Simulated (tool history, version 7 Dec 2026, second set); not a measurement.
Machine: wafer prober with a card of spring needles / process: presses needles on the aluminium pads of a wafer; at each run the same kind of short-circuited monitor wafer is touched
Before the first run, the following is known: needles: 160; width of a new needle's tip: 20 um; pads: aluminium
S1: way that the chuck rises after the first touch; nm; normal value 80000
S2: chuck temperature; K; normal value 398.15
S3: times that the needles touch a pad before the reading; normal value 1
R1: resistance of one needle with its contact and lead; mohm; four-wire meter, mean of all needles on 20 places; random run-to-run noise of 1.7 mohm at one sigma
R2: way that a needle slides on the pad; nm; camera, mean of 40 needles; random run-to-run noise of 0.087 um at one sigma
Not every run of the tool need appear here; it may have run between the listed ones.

| run | hour | S1 | S2 | S3 | R1 | R2 |
|---|---|---|---|---|---|---|
| 1 | 0 | 80000 | 398.15 | 1 | 207 | 19880 |
|  | 2.4 | tips cleaned on abrasive film |
|  | 7 | tips cleaned on abrasive film |
|  | 11.6 | tips cleaned on abrasive film |
|  | 17.4 | tips cleaned on abrasive film |
|  | 23.1 | tips cleaned on abrasive film |
|  | 27.8 | tips cleaned on abrasive film |
|  | 33.5 | tips cleaned on abrasive film |
|  | 39.3 | tips cleaned on abrasive film |
| 2 | 41.2 | 80000 | 328.15 | 1 | 187 | 20000 |
|  | 44.7 | tips cleaned on abrasive film |
|  | 49.3 | tips cleaned on abrasive film |
|  | 55.1 | tips cleaned on abrasive film |
|  | 60.9 | tips cleaned on abrasive film |
|  | 65.5 | tips cleaned on abrasive film |
|  | 71.3 | tips cleaned on abrasive film |
|  | 77 | tips cleaned on abrasive film |
|  | 81.7 | tips cleaned on abrasive film |
| 3 | 85.4 | 80000 | 328.15 | 1 | 208 | 19750 |
|  | 86.6 | tips cleaned on abrasive film |
|  | 92.3 | tips cleaned on abrasive film |
|  | 97 | tips cleaned on abrasive film |
|  | 102.7 | tips cleaned on abrasive film |
|  | 108.5 | tips cleaned on abrasive film |
| 4 | 109.1 | 80000 | 398.15 | 1 | 187 | 19600 |
|  | 113.7 | tips cleaned on abrasive film |
|  | 118.3 | tips cleaned on abrasive film |
|  | 124.1 | tips cleaned on abrasive film |
|  | 128.7 | tips cleaned on abrasive film |
|  | 134.5 | tips cleaned on abrasive film |
| 5 | 135 | 80000 | 398.15 | 2 | 185 | 19530 |
|  | 139.6 | tips cleaned on abrasive film |
|  | 144.2 | tips cleaned on abrasive film |
|  | 148.8 | tips cleaned on abrasive film |
|  | 154.6 | tips cleaned on abrasive film |
|  | 160.4 | tips cleaned on abrasive film |
|  | 166.1 | tips cleaned on abrasive film |
|  | 171.9 | tips cleaned on abrasive film |
|  | 176.5 | tips cleaned on abrasive film |
|  | 182.2 | tips cleaned on abrasive film |
|  | 194.2 | card fitted with new needles |
| 6 | 194.2 | 80000 | 398.15 | 2 | 166 | 20500 |
|  | 198.9 | tips cleaned on abrasive film |
|  | 204.6 | tips cleaned on abrasive film |
|  | 210.4 | tips cleaned on abrasive film |
|  | 215 | tips cleaned on abrasive film |
|  | 219.7 | tips cleaned on abrasive film |
| 7 | 221.4 | 80000 | 309.15 | 1 | 165 | 20560 |
|  | 224.9 | tips cleaned on abrasive film |
|  | 230.7 | tips cleaned on abrasive film |
|  | 235.3 | tips cleaned on abrasive film |
|  | 241.1 | tips cleaned on abrasive film |
|  | 246.8 | tips cleaned on abrasive film |
| 8 | 249.6 | 80000 | 309.15 | 1 | 177 | 20360 |
|  | 252 | tips cleaned on abrasive film |
|  | 257.7 | tips cleaned on abrasive film |
|  | 262.4 | tips cleaned on abrasive film |
|  | 268.1 | tips cleaned on abrasive film |
|  | 273.9 | tips cleaned on abrasive film |
| 9 | 277.9 | 80000 | 398.15 | 1 | 195 | 20230 |
|  | 279.1 | tips cleaned on abrasive film |
|  | 283.7 | tips cleaned on abrasive film |
|  | 289.5 | tips cleaned on abrasive film |
|  | 295.3 | tips cleaned on abrasive film |
|  | 301 | tips cleaned on abrasive film |
|  | 306.8 | tips cleaned on abrasive film |
| 10 | 307.2 | 80000 | 398.15 | 1 | 172 | 20250 |
|  | 311.9 | tips cleaned on abrasive film |
|  | 317.6 | tips cleaned on abrasive film |
|  | 323.4 | tips cleaned on abrasive film |
|  | 329.2 | tips cleaned on abrasive film |
| 11 | 332.9 | 80000 | 398.15 | 1 | 193 | 20020 |
|  | 334.1 | tips cleaned on abrasive film |
|  | 338.8 | tips cleaned on abrasive film |
|  | 343.4 | tips cleaned on abrasive film |
|  | 349.2 | tips cleaned on abrasive film |
|  | 353.8 | tips cleaned on abrasive film |
|  | 359.5 | tips cleaned on abrasive film |
|  | 365.3 | tips cleaned on abrasive film |
| 12 | 368.1 | 64000 | 371.15 | 1 | 199 | 15870 |
|  | 370.4 | tips cleaned on abrasive film |
|  | 376.2 | tips cleaned on abrasive film |
|  | 380.8 | tips cleaned on abrasive film |
|  | 386.6 | tips cleaned on abrasive film |
|  | 391.2 | tips cleaned on abrasive film |
|  | 397 | tips cleaned on abrasive film |
|  | 402.7 | tips cleaned on abrasive film |
| 13 | 403.2 | 93000 | 304.15 | 1 | 157 | 23220 |
|  | 407.9 | tips cleaned on abrasive film |
|  | 412.5 | tips cleaned on abrasive film |
|  | 418.2 | tips cleaned on abrasive film |
|  | 424 | tips cleaned on abrasive film |
|  | 429.8 | tips cleaned on abrasive film |
|  | 435.5 | tips cleaned on abrasive film |
|  | 440.2 | tips cleaned on abrasive film |
|  | 445.9 | tips cleaned on abrasive film |
| 14 | 446.9 | 93000 | 304.15 | 1 | 162 | 22960 |
|  | 451.5 | tips cleaned on abrasive film |
|  | 456.2 | tips cleaned on abrasive film |
|  | 460.8 | tips cleaned on abrasive film |
|  | 466.5 | tips cleaned on abrasive film |
|  | 471.2 | tips cleaned on abrasive film |
| 15 | 472.6 | 92000 | 333.15 | 2 | 165 | 22640 |
|  | 476.1 | tips cleaned on abrasive film |
|  | 481.9 | tips cleaned on abrasive film |
|  | 486.5 | tips cleaned on abrasive film |
|  | 491.1 | tips cleaned on abrasive film |
|  | 496.9 | tips cleaned on abrasive film |
|  | 502.6 | tips cleaned on abrasive film |
| 16 | 507 | 86000 | 356.15 | 1 | 187 | 20830 |
|  | 508.2 | tips cleaned on abrasive film |
|  | 512.9 | tips cleaned on abrasive film |
|  | 518.6 | tips cleaned on abrasive film |
|  | 523.3 | tips cleaned on abrasive film |
|  | 529 | tips cleaned on abrasive film |
| 17 | 529.5 | 78000 | 331.15 | 2 | 161 | 18790 |

Estimate the outcome of run 18 from the log above:
|  | 534.1 | tips cleaned on abrasive film |
|  | 539.9 | tips cleaned on abrasive film |
|  | 545.6 | tips cleaned on abrasive film |
|  | 551.4 | tips cleaned on abrasive film |
|  | 557.2 | tips cleaned on abrasive film |
|  | 562.9 | tips cleaned on abrasive film |
|  | 568.7 | tips cleaned on abrasive film |
|  | 573.3 | tips cleaned on abrasive film |
| 18 | 576.6 | 64000 | 308.15 | 1 | ? | ? |

{"run 18": {"R1": 200, "R2": 15020}}
On a tool with no hidden condition, and with the same random variation, this run would have come out at R1 155 mohm, R2 16520 nm.

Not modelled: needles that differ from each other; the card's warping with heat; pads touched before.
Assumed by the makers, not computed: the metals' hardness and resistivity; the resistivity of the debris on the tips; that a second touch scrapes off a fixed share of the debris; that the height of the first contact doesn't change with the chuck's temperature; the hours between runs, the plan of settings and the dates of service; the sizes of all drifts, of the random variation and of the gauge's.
